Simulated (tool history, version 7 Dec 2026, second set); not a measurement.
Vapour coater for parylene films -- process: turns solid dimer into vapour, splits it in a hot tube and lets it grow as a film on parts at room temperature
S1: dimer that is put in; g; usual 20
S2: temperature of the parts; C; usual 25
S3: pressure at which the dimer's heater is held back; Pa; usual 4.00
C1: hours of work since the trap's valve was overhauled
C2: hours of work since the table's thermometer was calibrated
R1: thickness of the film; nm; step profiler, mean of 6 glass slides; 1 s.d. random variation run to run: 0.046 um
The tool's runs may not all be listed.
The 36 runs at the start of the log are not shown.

run,hour,S1,S2,S3,C1,C2,R1
37,860.8,14,23,5.11,211,861,3870
38,883.8,14,23,5.11,224,874,3830
39,903.7,14,17,10.72,235,885,4150
40,919.5,20,36,4.00,244,893,4140
41,946.5,20,36,4.00,259,908,4130
42,961.2,8,25,7.71,267,917,2000
43,985.6,17,25,5.80,281,930,4400
44,1006.5,16,25,9.63,292,942,3900
45,1032.7,16,25,9.63,307,956,3910
46,1049.4,16,25,9.63,316,966,3860

Each row is a separate what-if for the run after 46, all from the same tool condition, not one after another. Results?
A,1076.8,16,31,6.58,331,981,?
B,1076.8,16,37,6.41,331,981,?
C,1076.8,15,28,4.25,331,981,?
D,1076.8,12,25,9.63,331,981,?
E,1076.8,27,34,6.88,331,981,?

run,R1
A,3500
B,3040
C,3650
D,2930
E,5460
Without the tool's hidden state the same runs would have given:
run,R1
A,3710
B,3230
C,3870
D,3100
E,5780
